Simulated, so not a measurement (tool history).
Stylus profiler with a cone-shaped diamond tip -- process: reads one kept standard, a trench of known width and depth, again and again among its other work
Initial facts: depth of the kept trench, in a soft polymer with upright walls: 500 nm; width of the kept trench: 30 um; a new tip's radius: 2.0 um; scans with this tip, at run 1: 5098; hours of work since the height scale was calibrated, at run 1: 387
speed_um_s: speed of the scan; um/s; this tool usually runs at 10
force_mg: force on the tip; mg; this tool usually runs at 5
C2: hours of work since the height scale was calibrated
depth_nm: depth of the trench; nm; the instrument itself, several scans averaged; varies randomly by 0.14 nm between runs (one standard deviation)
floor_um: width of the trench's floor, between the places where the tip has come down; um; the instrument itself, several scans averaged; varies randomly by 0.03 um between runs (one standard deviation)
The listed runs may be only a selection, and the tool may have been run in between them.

{"run": 1, "day": 0.0, "speed_um_s": 10, "force_mg": 5, "scans with this tip": 5098, "C2": 387, "depth_nm": 506.65, "floor_um": 27.34}
{"run": 2, "day": 0.933, "speed_um_s": 10, "force_mg": 5, "scans with this tip": 5274, "C2": 400, "depth_nm": 506.82, "floor_um": 27.33}
{"run": 3, "day": 1.762, "speed_um_s": 10, "force_mg": 5, "scans with this tip": 5432, "C2": 412, "depth_nm": 506.9, "floor_um": 27.35}
{"run": 4, "day": 2.279, "speed_um_s": 12, "force_mg": 5, "scans with this tip": 5530, "C2": 419, "depth_nm": 506.73, "floor_um": 27.28}
{"run": 5, "day": 3.171, "speed_um_s": 10, "force_mg": 5, "scans with this tip": 5698, "C2": 432, "depth_nm": 506.85, "floor_um": 27.32}
{"run": 6, "day": 3.983, "speed_um_s": 10, "force_mg": 5, "scans with this tip": 5853, "C2": 444, "depth_nm": 506.97, "floor_um": 27.3}
{"run": 7, "day": 4.767, "speed_um_s": 40, "force_mg": 5, "scans with this tip": 6001, "C2": 455, "depth_nm": 506.84, "floor_um": 27.23}
{"run": 8, "day": 5.296, "speed_um_s": 40, "force_mg": 5, "scans with this tip": 6102, "C2": 463, "depth_nm": 506.7, "floor_um": 27.21}
{"run": 9, "day": 6.096, "speed_um_s": 40, "force_mg": 5, "scans with this tip": 6254, "C2": 474, "depth_nm": 506.93, "floor_um": 27.16}
{"run": 10, "day": 7.038, "speed_um_s": 10, "force_mg": 2.25, "scans with this tip": 6432, "C2": 488, "depth_nm": 503.97, "floor_um": 27.28}
{"run": 11, "day": 7.621, "speed_um_s": 4, "force_mg": 8.78, "scans with this tip": 6542, "C2": 496, "depth_nm": 509.91, "floor_um": 27.35}
{"run": 12, "day": 8.042, "speed_um_s": 26, "force_mg": 8.79, "scans with this tip": 6622, "C2": 502, "depth_nm": 509.91, "floor_um": 27.28}
{"run": 13, "day": 8.983, "speed_um_s": 3, "force_mg": 14.49, "scans with this tip": 6801, "C2": 516, "depth_nm": 513.86, "floor_um": 27.31}
{"run": 14, "day": 9.933, "speed_um_s": 26, "force_mg": 6.72, "scans with this tip": 6980, "C2": 529, "depth_nm": 508.44, "floor_um": 27.24}
{"run": 15, "day": 10.575, "speed_um_s": 26, "force_mg": 6.72, "scans with this tip": 7102, "C2": 539, "depth_nm": 508.34, "floor_um": 27.29}
{"run": 16, "day": 11.271, "speed_um_s": 31, "force_mg": 7.12, "scans with this tip": 7234, "C2": 549, "depth_nm": 508.98, "floor_um": 27.29}
{"run": 17, "day": 12.162, "speed_um_s": 23, "force_mg": 2.62, "scans with this tip": 7403, "C2": 561, "depth_nm": 504.32, "floor_um": 27.2}
{"run": 18, "day": 13.133, "speed_um_s": 14, "force_mg": 2.74, "scans with this tip": 7587, "C2": 575, "depth_nm": 504.57, "floor_um": 27.32}
{"run": 19, "day": 13.533, "speed_um_s": 10, "force_mg": 7.37, "scans with this tip": 7663, "C2": 581, "depth_nm": 508.66, "floor_um": 27.3}

Consider 5 possible next runs. They are alternatives, not a sequence: every one starts from the tool as it was left by run 19. What does each give?
{"run": "A", "day": 14.183, "speed_um_s": 18, "force_mg": 7.37, "scans with this tip": 7786, "C2": 590, "depth_nm": "?", "floor_um": "?"}
{"run": "B", "day": 14.183, "speed_um_s": 6, "force_mg": 5.79, "scans with this tip": 7786, "C2": 590, "depth_nm": "?", "floor_um": "?"}
{"run": "C", "day": 14.183, "speed_um_s": 10, "force_mg": 10.61, "scans with this tip": 7786, "C2": 590, "depth_nm": "?", "floor_um": "?"}
{"run": "D", "day": 14.183, "speed_um_s": 3, "force_mg": 5, "scans with this tip": 7786, "C2": 590, "depth_nm": "?", "floor_um": "?"}
{"run": "E", "day": 14.183, "speed_um_s": 26, "force_mg": 2.42, "scans with this tip": 7786, "C2": 590, "depth_nm": "?", "floor_um": "?"}

run=A depth_nm=508.92 floor_um=27.29
run=B depth_nm=507.24 floor_um=27.32
run=C depth_nm=511.53 floor_um=27.31
run=D depth_nm=506.76 floor_um=27.33
run=E depth_nm=504.13 floor_um=27.22
Take away the tool's hidden state, keep each run's random variation, and the runs would have read:
run=A depth_nm=508.93 floor_um=27.3
run=B depth_nm=507.26 floor_um=27.33
run=C depth_nm=511.55 floor_um=27.32
run=D depth_nm=506.78 floor_um=27.34
run=E depth_nm=504.14 floor_um=27.22
